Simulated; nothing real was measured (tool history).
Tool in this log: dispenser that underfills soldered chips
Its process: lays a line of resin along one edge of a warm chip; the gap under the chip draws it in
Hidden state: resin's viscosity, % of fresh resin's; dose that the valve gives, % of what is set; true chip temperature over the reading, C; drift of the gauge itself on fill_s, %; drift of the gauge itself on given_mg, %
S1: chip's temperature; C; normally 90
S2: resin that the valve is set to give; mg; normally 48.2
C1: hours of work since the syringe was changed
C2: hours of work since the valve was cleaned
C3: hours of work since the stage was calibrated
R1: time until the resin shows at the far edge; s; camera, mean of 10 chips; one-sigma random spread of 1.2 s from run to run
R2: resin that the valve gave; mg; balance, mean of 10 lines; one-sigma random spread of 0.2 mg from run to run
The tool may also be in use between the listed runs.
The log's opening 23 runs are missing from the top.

run,day,S1,S2,C1,C2,C3,R1,R2
# day 7: new syringe of resin
24,7.138,89,45.3,3,138,258,145.2,41.26
# day 7.371: new syringe of resin
# day 7.45: dispensing valve cleaned and set on the balance
25,7.55,76,48.6,3,2,265,219.9,48.51
26,7.738,103,46.4,6,5,268,115.6,46.18
# day 7.788: new syringe of resin
# day 8.162: new syringe of resin
27,8.167,103,48.2,0,13,276,70,48.35
28,8.379,103,48.2,4,17,279,97.5,47.75
# day 8.546: new syringe of resin
29,8.817,103,48.2,5,25,287,105.1,47.37
# day 8.933: new syringe of resin
30,9.088,103,48.2,3,29,292,86.7,47.2
# day 9.321: new syringe of resin
31,9.475,98,47.4,3,36,299,104.3,46.49
# day 9.729: new syringe of resin
32,9.729,86,44.7,0,41,304,128.5,43.43
# day 9.988: stage's temperature calibrated
# day 10.15: new syringe of resin
33,10.167,105,61.9,0,48,3,68.1,60.43
34,10.388,85,47.7,4,52,7,189.2,46.25

Each row is a separate what-if for the run after 34, all from the same tool condition, not one after another. Results?
# day 10.529: new syringe of resin
A,10.796,90,43.6,5,59,15,?,?
# day 10.529: new syringe of resin
B,10.796,85,52.8,5,59,15,?,?
# day 10.529: new syringe of resin
C,10.796,87,47.7,5,59,15,?,?
# day 10.529: new syringe of resin
D,10.796,85,42.1,5,59,15,?,?
# day 10.529: new syringe of resin
E,10.796,90,43.8,5,59,15,?,?

run,R1,R2
A,172.6,41.89
B,192.5,50.76
C,185.1,45.72
D,206.8,40.31
E,172.1,41.89
The same runs, with their run-to-run variation unchanged, on a tool lacking any hidden condition would have given:
run,R1,R2
A,114.9,43.6
B,129,52.82
C,123.5,47.58
D,137.4,41.95
E,114.6,43.59
